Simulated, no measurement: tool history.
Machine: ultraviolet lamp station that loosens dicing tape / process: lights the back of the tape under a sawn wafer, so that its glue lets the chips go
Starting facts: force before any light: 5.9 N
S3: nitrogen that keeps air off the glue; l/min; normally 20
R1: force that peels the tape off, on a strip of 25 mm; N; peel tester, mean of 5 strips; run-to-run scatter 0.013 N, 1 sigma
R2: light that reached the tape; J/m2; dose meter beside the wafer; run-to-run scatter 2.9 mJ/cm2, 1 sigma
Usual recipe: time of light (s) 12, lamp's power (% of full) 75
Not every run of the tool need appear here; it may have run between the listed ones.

run 1 hour=0 | time_of_light_(s)=12 lamp's_power_(%_of_full)=75 S3=20 | R1=1.164 R2=2840
run 2 hour=29.4 | time_of_light_(s)=12 lamp's_power_(%_of_full)=75 S3=20 | R1=1.177 R2=2800
run 3 hour=60.7 | time_of_light_(s)=12 lamp's_power_(%_of_full)=75 S3=20 | R1=1.179 R2=2800
run 4 hour=85.7 | time_of_light_(s)=12 lamp's_power_(%_of_full)=75 S3=20 | R1=1.186 R2=2760
run 5 hour=113.2 | time_of_light_(s)=12 lamp's_power_(%_of_full)=75 S3=20 | R1=1.261 R2=2750
-- hour=119.6 lamp changed
run 6 hour=142.5 | time_of_light_(s)=12 lamp's_power_(%_of_full)=75 S3=20 | R1=0.684 R2=3880
run 7 hour=167.3 | time_of_light_(s)=12 lamp's_power_(%_of_full)=75 S3=20 | R1=0.696 R2=3840
run 8 hour=204.7 | time_of_light_(s)=12 lamp's_power_(%_of_full)=75 S3=18 | R1=0.741 R2=3830
run 9 hour=226.3 | time_of_light_(s)=12 lamp's_power_(%_of_full)=75 S3=7 | R1=1.41 R2=3860
run 10 hour=246.3 | time_of_light_(s)=12 lamp's_power_(%_of_full)=75 S3=18 | R1=0.787 R2=3770
run 11 hour=275.7 | time_of_light_(s)=12 lamp's_power_(%_of_full)=75 S3=18 | R1=0.808 R2=3770
run 12 hour=304.4 | time_of_light_(s)=12 lamp's_power_(%_of_full)=75 S3=6 | R1=1.597 R2=3750
run 13 hour=339.1 | time_of_light_(s)=12 lamp's_power_(%_of_full)=75 S3=6 | R1=1.589 R2=3720
run 14 hour=362.6 | time_of_light_(s)=12 lamp's_power_(%_of_full)=67 S3=20 | R1=0.933 R2=3300
run 15 hour=380.4 | time_of_light_(s)=12 lamp's_power_(%_of_full)=67 S3=20 | R1=0.933 R2=3250
run 16 hour=406.9 | time_of_light_(s)=12 lamp's_power_(%_of_full)=67 S3=20 | R1=0.952 R2=3220
run 17 hour=424.6 | time_of_light_(s)=12 lamp's_power_(%_of_full)=67 S3=20 | R1=0.94 R2=3180
run 18 hour=452.3 | time_of_light_(s)=12 lamp's_power_(%_of_full)=75 S3=20 | R1=0.825 R2=3550
run 19 hour=475.5 | time_of_light_(s)=12 lamp's_power_(%_of_full)=75 S3=20 | R1=0.777 R2=3550
-- hour=479.6 window cleaned of glue's vapour
run 20 hour=501.8 | time_of_light_(s)=12 lamp's_power_(%_of_full)=75 S3=20 | R1=0.897 R2=3340
run 21 hour=526.2 | time_of_light_(s)=8 lamp's_power_(%_of_full)=77 S3=7 | R1=2.534 R2=2260
run 22 hour=555 | time_of_light_(s)=9 lamp's_power_(%_of_full)=77 S3=7 | R1=2.202 R2=2500
run 23 hour=584.7 | time_of_light_(s)=11 lamp's_power_(%_of_full)=75 S3=20 | R1=1.084 R2=2990
run 24 hour=625.8 | time_of_light_(s)=11 lamp's_power_(%_of_full)=75 S3=20 | R1=1.103 R2=2970
-- hour=642.3 window cleaned of glue's vapour, once more
run 25 hour=656.1 | time_of_light_(s)=12 lamp's_power_(%_of_full)=75 S3=8 | R1=1.346 R2=3680
run 26 hour=693.4 | time_of_light_(s)=12 lamp's_power_(%_of_full)=86 S3=18 | R1=0.639 R2=4330
run 27 hour=723.4 | time_of_light_(s)=6 lamp's_power_(%_of_full)=93 S3=18 | R1=1.678 R2=2270
run 28 hour=746 | time_of_light_(s)=6 lamp's_power_(%_of_full)=93 S3=18 | R1=1.679 R2=2270
run 29 hour=780.5 | time_of_light_(s)=6 lamp's_power_(%_of_full)=93 S3=18 | R1=1.705 R2=2300
run 30 hour=811.1 | time_of_light_(s)=9 lamp's_power_(%_of_full)=78 S3=30 | R1=0.945 R2=2840
run 31 hour=849 | time_of_light_(s)=20 lamp's_power_(%_of_full)=82 S3=37 | R1=0.243 R2=6430
run 32 hour=880.6 | time_of_light_(s)=20 lamp's_power_(%_of_full)=82 S3=37 | R1=0.244 R2=6450
run 33 hour=900.9 | time_of_light_(s)=18 lamp's_power_(%_of_full)=81 S3=7 | R1=0.747 R2=5710
run 34 hour=936.7 | time_of_light_(s)=16 lamp's_power_(%_of_full)=65 S3=7 | R1=1.328 R2=4050
run 35 hour=975.6 | time_of_light_(s)=16 lamp's_power_(%_of_full)=65 S3=7 | R1=1.329 R2=3910
run 36 hour=1014.7 | time_of_light_(s)=20 lamp's_power_(%_of_full)=65 S3=7 | R1=0.984 R2=4880
run 37 hour=1037.4 | time_of_light_(s)=12 lamp's_power_(%_of_full)=75 S3=9 | R1=1.406 R2=3370

Some steps in R1, run to run, broken into two amounts with sign: the step expected even without the hidden condition (settings, incoming material, random variation), and the rest, left for the hidden condition together with whatever gauge scatter is not in both the measured and the hidden-condition-free result:
The hidden state here: lamp's light, % of a new lamp's; light that the window lets through, % of a clean one's; drift of the gauge itself on peel_n, %; drift of the gauge itself on dose_mj_cm2, %.
Run 5 -> 6: lamp changed. R1 -0.577 N: hidden state -0.548, all else -0.029.
Run 20 -> 21: time of light (s) 12 -> 8, lamp's power (% of full) 75 -> 77, S3 20 -> 7. R1 +1.637 N: hidden state +0.232, all else +1.405.
Run 22 -> 23: time of light (s) 9 -> 11, lamp's power (% of full) 77 -> 75, S3 7 -> 20. R1 -1.118 N: hidden state -0.141, all else -0.977.
Run 26 -> 27: time of light (s) 12 -> 6, lamp's power (% of full) 86 -> 93. R1 +1.039 N: hidden state +0.146, all else +0.893.
Run 30 -> 31: time of light (s) 9 -> 20, lamp's power (% of full) 78 -> 82, S3 30 -> 37. R1 -0.702 N: hidden state -0.205, all else -0.497.
